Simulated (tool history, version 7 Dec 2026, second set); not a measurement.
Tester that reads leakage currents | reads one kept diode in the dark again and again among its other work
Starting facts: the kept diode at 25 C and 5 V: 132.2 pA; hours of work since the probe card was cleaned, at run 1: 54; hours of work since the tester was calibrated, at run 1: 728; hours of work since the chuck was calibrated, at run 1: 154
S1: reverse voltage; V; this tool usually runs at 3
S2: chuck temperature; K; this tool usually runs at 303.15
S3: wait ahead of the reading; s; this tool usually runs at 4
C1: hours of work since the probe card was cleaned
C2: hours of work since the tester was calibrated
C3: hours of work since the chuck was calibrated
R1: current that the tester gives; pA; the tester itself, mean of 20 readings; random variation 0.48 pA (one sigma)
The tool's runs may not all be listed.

run	hour	S1	S2	S3	C1	C2	C3	R1
1	0	3	303.15	4	54	728	154	162.54
2	21	3	303.15	4	67	741	167	162.84
3	49.1	3	303.15	4	84	759	184	163.71
4	62.8	3	303.15	4	93	767	193	164.2
5	78	3	308.15	4	102	777	202	237.06
6	99.4	3	308.15	4	116	790	216	237.74
7	112.1	3	308.15	4	124	798	224	236.77
8	140.5	3	308.15	2.89	141	816	241	237.92
9	163.7	3	308.15	2.89	156	830	256	238.35
10	186	3	308.15	2.89	170	844	270	240.25
11	199.2	3	308.15	2.89	178	853	278	240.37
12	223.6	3	303.15	4	193	868	293	167.37
13	235.8	3	303.15	4	201	875	301	167.2
14	263	3	303.15	4	218	892	318	167.66
15	283.3	3	303.15	4	231	905	330	168.68
16	300.5	3	303.15	4	241	916	341	168.56
17	313	3	303.15	2.12	249	923	349	168.67
18	336.6	9.71	303.15	4	264	938	364	271.12
19	357.4	9.71	303.15	4	277	951	377	273
20	370.6	3	303.15	4	285	959	385	170.06
21	387.7	18.55	315.15	1.41	296	970	396	822.03
22	412.2	18.55	315.15	1.41	311	985	411	826.98
23	435.9	12.15	297.15	0.42	326	1000	426	195.39
24	462.7	7.05	303.15	4	342	1017	442	241.63
25	475.4	6.7	303.15	4	350	1025	450	237.45
26	501.7	8.15	298.15	0.33	367	1041	467	179.57
27	528.7	13.87	319.15	6.22	384	1058	483	967.94
28	553.7	13.87	319.15	6.22	399	1074	499	975.22
29	582.7	4.11	308.15	0.55	417	1092	517	284.8
30	597.5	18.45	322.15	0.67	426	1101	526	1330.34
31	614.3	3	303.15	1.55	437	1111	537	174.29
32	630.9	1.41	293.15	1.13	447	1122	547	61.26
33	647.4	10.21	311.15	0.42	458	1132	558	508.28
34	667.9	8.55	303.15	1.82	470	1145	570	270.68
35	686.2	8.55	303.15	1.82	482	1156	582	268.56
36	712.9	3	303.15	4	498	1173	598	176.82
37	728.7	2.71	303.15	4	508	1183	608	170.33
38	750.6	2.71	303.15	4	522	1196	622	169
39	769.1	12.33	303.15	4	534	1208	633	315.99

Predict each of these 4 candidate next runs independently; none follows another, all start after run 39:
A	797.5	9.71	327.15	4	551	1226	651	?
B	797.5	8.78	295.15	1.59	551	1226	651	?
C	797.5	12.33	303.15	0.8	551	1226	651	?
D	797.5	9.79	303.15	0.8	551	1226	651	?

run	R1
A	1446.91
B	152.26
C	316.13
D	288.24
With the hidden condition removed and each run's random variation left untouched, the same runs would have given:
run	R1
A	1302.12
B	131.14
C	276.26
D	252.4
